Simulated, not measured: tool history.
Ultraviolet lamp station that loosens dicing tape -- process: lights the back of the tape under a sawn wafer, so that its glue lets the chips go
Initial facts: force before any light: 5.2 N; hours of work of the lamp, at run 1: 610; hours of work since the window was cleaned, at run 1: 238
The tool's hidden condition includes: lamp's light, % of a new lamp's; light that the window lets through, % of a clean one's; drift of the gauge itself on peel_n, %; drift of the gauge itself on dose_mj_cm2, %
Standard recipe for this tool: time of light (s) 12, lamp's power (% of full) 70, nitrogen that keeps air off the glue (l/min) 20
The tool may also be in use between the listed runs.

| run | day | time of light (s) | lamp's power (% of full) | nitrogen that keeps air off the glue (l/min) | hours of work of the lamp | hours of work since the window was cleaned | force that peels the tape off (N) | light that reached the tape (J/m2) |
|---|---|---|---|---|---|---|---|---|
| 1 | 0.000 | 12 | 70 | 20 | 610 | 238 | 1.288 | 1920 |
| 2 | 2.646 | 12 | 70 | 20 | 660 | 288 | 1.417 | 1870 |
| 3 | 4.962 | 20 | 70 | 20 | 704 | 332 | 0.680 | 2950 |
| 4 | 7.788 | 20 | 70 | 20 | 757 | 385 | 0.713 | 2810 |
|  | 10.171 | lamp changed |
| 5 | 10.196 | 20 | 70 | 20 | 0 | 430 | 0.322 | 4270 |
| 6 | 13.275 | 12 | 70 | 20 | 59 | 488 | 0.924 | 2470 |
|  | 13.462 | window cleaned of glue's vapour |
| 7 | 16.112 | 12 | 70 | 20 | 112 | 50 | 1.074 | 2200 |
| 8 | 18.558 | 12 | 86 | 20 | 158 | 96 | 0.822 | 2640 |
| 9 | 20.196 | 12 | 70 | 10 | 189 | 127 | 1.575 | 2070 |
| 10 | 23.604 | 14 | 68 | 10 | 254 | 192 | 1.485 | 2260 |
| 11 | 25.671 | 6 | 72 | 11 | 293 | 231 | 2.972 | 990 |
| 12 | 27.333 | 6 | 72 | 11 | 324 | 262 | 3.054 | 960 |

Expected results for the next run?
| 13 | 29.542 | 19 | 63 | 9 | 366 | 304 | ? | ? |

Logged for run 13: force that peels the tape off (N) 1.325, light that reached the tape (J/m2) 2580.
Minus the tool's unlogged condition, the same run would have read force that peels the tape off (N) 0.649, light that reached the tape (J/m2) 4070.
